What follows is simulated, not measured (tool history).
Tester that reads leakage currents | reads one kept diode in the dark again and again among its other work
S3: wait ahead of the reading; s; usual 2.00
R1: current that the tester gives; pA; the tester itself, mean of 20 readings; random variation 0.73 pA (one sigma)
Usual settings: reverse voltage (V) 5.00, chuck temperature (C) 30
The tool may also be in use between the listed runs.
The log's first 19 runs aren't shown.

run 20 day=116.912 | reverse_voltage_(V)=7.93 chuck_temperature_(C)=30 S3=2.00 | R1=310.50
run 21 day=123.038 | reverse_voltage_(V)=6.18 chuck_temperature_(C)=40 S3=0.65 | R1=535.51
run 22 day=130.283 | reverse_voltage_(V)=5.00 chuck_temperature_(C)=30 S3=0.40 | R1=245.93
run 23 day=137.608 | reverse_voltage_(V)=1.82 chuck_temperature_(C)=51 S3=0.76 | R1=560.17
run 24 day=145.008 | reverse_voltage_(V)=1.82 chuck_temperature_(C)=51 S3=0.76 | R1=558.29
run 25 day=152.233 | reverse_voltage_(V)=5.13 chuck_temperature_(C)=39 S3=6.98 | R1=453.63
-- day=155.742 chuck's temperature calibrated
run 26 day=158.983 | reverse_voltage_(V)=8.59 chuck_temperature_(C)=30 S3=2.00 | R1=323.62
run 27 day=163.167 | reverse_voltage_(V)=8.59 chuck_temperature_(C)=30 S3=2.00 | R1=323.47
run 28 day=169.892 | reverse_voltage_(V)=5.53 chuck_temperature_(C)=22 S3=2.62 | R1=145.41
run 29 day=176.312 | reverse_voltage_(V)=10.25 chuck_temperature_(C)=30 S3=2.00 | R1=357.48
run 30 day=184.146 | reverse_voltage_(V)=14.96 chuck_temperature_(C)=30 S3=1.78 | R1=434.76
run 31 day=188.808 | reverse_voltage_(V)=5.00 chuck_temperature_(C)=34 S3=2.00 | R1=320.76
run 32 day=196.262 | reverse_voltage_(V)=5.00 chuck_temperature_(C)=24 S3=0.38 | R1=161.47

Forecast run 33:
run 33 day=199.617 | reverse_voltage_(V)=5.00 chuck_temperature_(C)=24 S3=0.38 | R1=?

{"run 33": {"R1": 161.85}}
Without the tool's hidden state the same run would have given R1 161.60 pA.
